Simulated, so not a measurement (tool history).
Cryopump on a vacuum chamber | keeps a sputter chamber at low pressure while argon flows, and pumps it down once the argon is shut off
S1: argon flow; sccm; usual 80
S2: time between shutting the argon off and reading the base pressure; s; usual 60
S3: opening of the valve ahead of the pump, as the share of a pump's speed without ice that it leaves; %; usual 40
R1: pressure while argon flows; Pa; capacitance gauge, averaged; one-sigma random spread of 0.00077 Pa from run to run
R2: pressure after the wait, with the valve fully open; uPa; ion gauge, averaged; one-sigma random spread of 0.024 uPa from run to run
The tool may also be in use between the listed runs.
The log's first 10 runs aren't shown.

run	day	S1	S2	S3	R1	R2
11	5.138	51	151	45	0.0879	0.97
12	5.500	80	60	40	0.1553	1.50
13	6.142	62	60	40	0.1204	1.53
14	6.425	62	60	40	0.1212	1.51
15	7.038	62	60	40	0.1207	1.56
16	7.575	62	60	40	0.1208	1.54
17	8.050	67	60	19	0.2674	1.54
18	8.412	67	60	19	0.2656	1.53
19	8.829	67	60	19	0.2670	1.51
20	9.117	55	60	45	0.0957	1.51
21	9.733	75	60	45	0.1313	1.55
22	10.079	160	114	40	0.3110	1.24
23	10.433	160	114	40	0.3132	1.19
24	10.771	125	60	40	0.2457	1.50
25	11.254	125	60	40	0.2427	1.60
26	11.683	125	60	22	0.4346	1.58
27	12.271	125	60	22	0.4322	1.60
28	12.742	125	60	22	0.4328	1.57
29	13.317	41	92	28	0.1140	1.25
30	13.658	50	60	39	0.1015	1.58
31	14.196	50	60	39	0.1011	1.59
32	14.488	50	60	39	0.1012	1.66

Alternative continuations, all from the tool just after run 32; predict every row:
A	15.129	80	60	16	?	?
B	15.129	52	39	28	?	?
C	15.129	53	60	20	?	?

run	R1	R2
A	0.3791	1.61
B	0.1443	1.98
C	0.2018	1.62
Had the tool no hidden state, the same runs would have come out as:
run	R1	R2
A	0.3681	0.91
B	0.1371	1.30
C	0.1945	0.94
